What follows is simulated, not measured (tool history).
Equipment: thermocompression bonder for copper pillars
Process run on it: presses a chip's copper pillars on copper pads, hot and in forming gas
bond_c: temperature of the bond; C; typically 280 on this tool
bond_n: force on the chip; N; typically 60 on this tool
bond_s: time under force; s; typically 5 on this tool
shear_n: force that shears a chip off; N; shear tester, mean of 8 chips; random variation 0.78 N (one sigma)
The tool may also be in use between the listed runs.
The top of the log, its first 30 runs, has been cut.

run	day	bond_c	bond_n	bond_s	hours of work since the heater was calibrated	hours of work since the force cell was calibrated	hours of work since the gas filter was changed	shear_n
# day 77.704: forming gas filter changed
31	78.717	280	73	5	858	1288	11	64.5
32	81.558	280	73	5	889	1319	42	62.1
33	83.625	308	40	5	911	1341	65	52.0
34	87.204	250	59	11	950	1380	104	46.5
35	89.783	280	69	12	978	1408	132	74.5
36	92.892	257	39	4	1012	1442	166	21.5
37	95.504	257	39	4	1041	1471	194	21.2
38	97.358	280	55	13	1061	1491	214	62.7
39	98.875	280	64	5	1077	1507	231	51.8
40	100.512	297	55	12	1095	1525	249	68.8
# day 103.400: heater calibrated with a thermocouple chip
41	103.675	297	55	12	3	1559	282	73.8

Branching from run 41: 3 alternative next runs. What would each branch give?
A	106.121	289	66	11	30	1586	309	?
B	106.121	280	60	9	30	1586	309	?
C	106.121	254	72	5	30	1586	309	?

run	shear_n
A	74.3
B	62.8
C	44.4
Stripped of hidden state, with their random variation kept, the same runs would have yielded:
run	shear_n
A	83.1
B	70.7
C	50.6
